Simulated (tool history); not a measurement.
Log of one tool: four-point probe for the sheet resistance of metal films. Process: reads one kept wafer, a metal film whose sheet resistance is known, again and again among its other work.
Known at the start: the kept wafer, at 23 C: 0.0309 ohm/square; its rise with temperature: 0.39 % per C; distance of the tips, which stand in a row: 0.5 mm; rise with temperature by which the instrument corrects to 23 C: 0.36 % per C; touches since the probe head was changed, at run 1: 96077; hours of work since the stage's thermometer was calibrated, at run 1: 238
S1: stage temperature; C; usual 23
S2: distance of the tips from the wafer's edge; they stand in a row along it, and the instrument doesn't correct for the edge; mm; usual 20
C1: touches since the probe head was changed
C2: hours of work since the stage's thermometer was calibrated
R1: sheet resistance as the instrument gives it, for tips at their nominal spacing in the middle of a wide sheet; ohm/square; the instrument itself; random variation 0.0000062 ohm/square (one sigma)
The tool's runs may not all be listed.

run	day	S1	S2	C1	C2	R1
1	0	23	20	96077	238	0.031088
2	2.117	23	20	97974	278	0.031087
3	4.375	23	20	99998	321	0.031085
4	6.121	27	20	101560	354	0.031142
5	8.383	23	41	103587	396	0.031103
6	10.696	23	20	105657	440	0.03111
7	13.242	23	20	107939	488	0.031111
8	15.771	30	20	110207	536	0.031187
9	18.321	23	19	112490	584	0.031126
10	19.562	23	19	113604	607	0.031133
11	21.662	23	19	115483	647	0.031142
12	24.525	23	20	118048	701	0.031145
13	26.604	23	20	119910	740	0.031149
14	28.712	20	32	121801	780	0.031123
15	30.083	29	4	123029	806	0.031461
16	32.754	34	5	125422	856	0.031433
17	34.058	34	5	126588	881	0.031432
18	36.625	23	26	128887	929	0.031165
19	38.517	23	29	130583	965	0.031165
20	40.279	25	29	132162	998	0.031198
21	42.492	31	4	134144	1040	0.031501
22	44.121	28	26	135602	1071	0.031226

Forecast run 23:
23	46.833	28	26	138032	1122	?

{"run 23": {"R1": 0.031235}}
Without the tool's hidden state the same run would have given R1 0.030951 ohm/square.
